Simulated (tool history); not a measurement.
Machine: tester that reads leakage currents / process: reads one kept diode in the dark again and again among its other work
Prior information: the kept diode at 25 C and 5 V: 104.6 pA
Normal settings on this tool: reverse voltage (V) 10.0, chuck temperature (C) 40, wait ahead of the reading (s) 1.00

| run | hour | reverse voltage (V) | chuck temperature (C) | wait ahead of the reading (s) | current that the tester gives (pA) |
|---|---|---|---|---|---|
| 1 | 0.0 | 10.0 | 40 | 1.00 | 552.26 |
| 2 | 138.4 | 10.0 | 40 | 4.13 | 545.32 |
| 3 | 285.8 | 10.0 | 28 | 1.00 | 208.83 |
| 4 | 424.9 | 10.0 | 28 | 1.00 | 206.28 |
| 5 | 660.9 | 10.0 | 28 | 1.00 | 205.78 |
| 6 | 857.0 | 10.0 | 40 | 1.00 | 534.75 |
| 7 | 978.1 | 10.0 | 40 | 1.00 | 534.39 |
| 8 | 1189.1 | 9.6 | 40 | 1.00 | 513.95 |
| 9 | 1394.4 | 4.1 | 40 | 1.00 | 310.90 |
| 10 | 1594.1 | 4.1 | 40 | 1.00 | 309.73 |
| 11 | 1779.6 | 10.0 | 40 | 1.00 | 518.33 |
| 12 | 1993.5 | 10.0 | 40 | 1.00 | 512.64 |
| 13 | 2127.9 | 10.0 | 40 | 1.00 | 509.97 |
| 14 | 2370.0 | 1.6 | 40 | 1.00 | 173.77 |
| 15 | 2535.9 | 1.6 | 40 | 1.00 | 172.18 |
| 16 | 2724.4 | 1.6 | 40 | 1.00 | 170.93 |
| 17 | 2891.0 | 1.6 | 40 | 1.00 | 169.55 |
| 18 | 3061.1 | 10.0 | 47 | 1.00 | 843.35 |
| 19 | 3223.8 | 10.0 | 47 | 1.00 | 838.83 |
| 20 | 3393.3 | 10.0 | 47 | 1.00 | 829.91 |
| 21 | 3545.0 | 10.0 | 47 | 1.00 | 826.73 |
| 22 | 3669.9 | 10.0 | 40 | 6.70 | 481.78 |
|  | 3714.5 | chuck's temperature calibrated |
| 23 | 3915.8 | 18.1 | 40 | 6.70 | 790.28 |
| 24 | 4146.7 | 18.1 | 24 | 5.13 | 227.94 |

Run 25 is up next; what results do you expect?
| 25 | 4293.0 | 18.1 | 24 | 5.13 | ? |

{"run 25": {"current that the tester gives (pA)": 229.11}}
Minus the tool's unlogged condition, the same run would have read current that the tester gives (pA) 202.93.
